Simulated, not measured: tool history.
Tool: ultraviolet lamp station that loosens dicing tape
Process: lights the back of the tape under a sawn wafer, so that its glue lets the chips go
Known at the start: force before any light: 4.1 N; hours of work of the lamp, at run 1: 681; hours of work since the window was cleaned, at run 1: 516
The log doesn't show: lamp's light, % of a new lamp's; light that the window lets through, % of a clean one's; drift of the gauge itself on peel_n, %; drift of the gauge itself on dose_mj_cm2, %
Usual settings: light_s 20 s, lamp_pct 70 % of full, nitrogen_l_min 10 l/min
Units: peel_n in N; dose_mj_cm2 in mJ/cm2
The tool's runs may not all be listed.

run    hour  light_s  lamp_pct  nitrogen_l_min  hours of work of the lamp  hours of work since the window was cleaned  peel_n  dose_mj_cm2
  1       0       20        70              10                        681                                         516   0.676          307
       31.5  -- window cleaned of glue's vapour
  2    62.2       20        70              10                        708                                          13   0.579          337
  3   126.5       20        70              10                        736                                          41   0.594          335
  4   166.9       20        70              10                        753                                          59   0.588          334
  5   225.1       20        70              10                        779                                          84   0.593          330
  6   286.6       20        70              10                        805                                         111   0.575          330
  7   330.9       20        70              10                        825                                         130   0.591          321
  8   375.3       20        66              10                        844                                         149   0.645          305
  9   413.7       20        66              10                        861                                         166   0.669          295
 10   465.5       20        70              12                        883                                         188   0.554          320
 11   508.6       20        70              12                        902                                         207   0.571          316
 12   577.6       20        70              12                        932                                         237   0.561          316
 13     629       20        70              12                        954                                         259   0.586          315
 14   666.8       20        70              12                        970                                         276   0.606          311
 15   708.2       20        70              10                        988                                         294   0.638          307
 16   743.6       20        70              10                       1004                                         309   0.636          309
 17   801.2       21        61              18                       1029                                         334   0.548          280
 18   833.9       11        77               8                       1043                                         348   1.379          187
 19   896.6       11        77               8                       1070                                         375   1.395          181
 20   941.7       11        77               8                       1090                                         395   1.433          182
 21   978.1       20        70              10                       1106                                         411   0.701          298
 22  1008.2       22        87              10                       1119                                         424   0.429          399
 23  1068.2       20        89               9                       1145                                         450   0.532          369
 24  1098.2       20        64               9                       1158                                         463   0.854          262
 25    1134       20        64               9                       1173                                         479   0.859          268
 26  1176.9       24        65              14                       1192                                         497   0.505          321
 27  1234.2       23        69               6                       1217                                         522    0.85          327
       1253  -- window cleaned of glue's vapour
 28  1276.6       21        83              10                       1235                                          10   0.457          390
 29    1313       21        83              10                       1251                                          26   0.441          392
 30  1362.4       20        70               5                       1272                                          48   0.953          311
 31  1432.6       20        70               5                       1303                                          78   0.994          309
 32  1491.7       17        61               5                       1328                                         104   1.394          231

4 ways to go on from here, each from the tool as it stands after run 32. What would each give?
  A  1532.2       17        61              14                       1346                                         121       ?            ?
  B  1532.2       31        66               3                       1346                                         121       ?            ?
  C  1532.2       39        61               7                       1346                                         121       ?            ?
  D  1532.2       10        70              11                       1346                                         121       ?            ?

run  peel_n  dose_mj_cm2
  A   0.888          223
  B   0.816          448
  C   0.366          513
  D   1.509          150
Without the tool's hidden state the same runs would have given:
run  peel_n  dose_mj_cm2
  A   0.652          276
  B   0.595          553
  C   0.274          635
  D   1.212          186
